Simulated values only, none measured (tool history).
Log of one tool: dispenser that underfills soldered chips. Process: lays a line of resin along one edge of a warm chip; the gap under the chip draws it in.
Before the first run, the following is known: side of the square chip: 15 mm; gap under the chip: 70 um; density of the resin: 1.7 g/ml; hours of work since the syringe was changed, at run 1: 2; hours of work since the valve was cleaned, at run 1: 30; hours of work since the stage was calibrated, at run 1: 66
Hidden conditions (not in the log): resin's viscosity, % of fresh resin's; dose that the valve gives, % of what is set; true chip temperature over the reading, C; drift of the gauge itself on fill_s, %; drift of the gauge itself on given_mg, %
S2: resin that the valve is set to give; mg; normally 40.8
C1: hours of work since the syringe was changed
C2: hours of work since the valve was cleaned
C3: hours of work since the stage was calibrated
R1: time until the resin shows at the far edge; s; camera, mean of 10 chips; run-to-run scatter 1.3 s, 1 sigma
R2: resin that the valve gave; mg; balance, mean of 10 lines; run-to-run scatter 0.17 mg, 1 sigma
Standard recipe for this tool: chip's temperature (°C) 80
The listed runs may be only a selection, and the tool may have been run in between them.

run 1 hour=0 | chip's_temperature_(°C)=80 S2=40.8 | C1=2 C2=30 C3=66 | R1=137.1 R2=39.78
run 2 hour=3.8 | chip's_temperature_(°C)=80 S2=40.8 | C1=4 C2=32 C3=69 | R1=150.9 R2=39.56
run 3 hour=9 | chip's_temperature_(°C)=80 S2=40.8 | C1=8 C2=36 C3=72 | R1=177.9 R2=39.2
run 4 hour=13 | chip's_temperature_(°C)=80 S2=40.8 | C1=10 C2=38 C3=75 | R1=196.8 R2=39.49
-- hour=15.3 new syringe of resin
run 5 hour=17.3 | chip's_temperature_(°C)=76 S2=40.8 | C1=1 C2=41 C3=77 | R1=161.6 R2=39.48
run 6 hour=20.1 | chip's_temperature_(°C)=80 S2=37.7 | C1=3 C2=42 C3=79 | R1=150.1 R2=36.12
run 7 hour=23.1 | chip's_temperature_(°C)=95 S2=40.8 | C1=5 C2=44 C3=81 | R1=87.5 R2=39.22
run 8 hour=27.3 | chip's_temperature_(°C)=95 S2=40.8 | C1=8 C2=47 C3=83 | R1=98.5 R2=38.91
run 9 hour=31.3 | chip's_temperature_(°C)=80 S2=40.8 | C1=10 C2=49 C3=86 | R1=200.5 R2=38.9
-- hour=33.5 new syringe of resin
run 10 hour=35 | chip's_temperature_(°C)=80 S2=40.8 | C1=1 C2=52 C3=88 | R1=136.1 R2=38.62
run 11 hour=39.9 | chip's_temperature_(°C)=91 S2=36.5 | C1=4 C2=55 C3=91 | R1=100.4 R2=34.54
run 12 hour=44.5 | chip's_temperature_(°C)=91 S2=36.5 | C1=7 C2=58 C3=94 | R1=114 R2=34.54
run 13 hour=48.5 | chip's_temperature_(°C)=91 S2=36.5 | C1=9 C2=60 C3=97 | R1=126.6 R2=34.43

Predict the results of run 14:
-- hour=51.7 new syringe of resin
run 14 hour=52.9 | chip's_temperature_(°C)=67 S2=39.1 | C1=1 C2=63 C3=99 | R1=? R2=?

R1: 242.1 s
R2: 36.71 mg
With the hidden condition absent and the run-to-run variation left alone, this run would have shown R1 236.6 s, R2 39.07 mg.

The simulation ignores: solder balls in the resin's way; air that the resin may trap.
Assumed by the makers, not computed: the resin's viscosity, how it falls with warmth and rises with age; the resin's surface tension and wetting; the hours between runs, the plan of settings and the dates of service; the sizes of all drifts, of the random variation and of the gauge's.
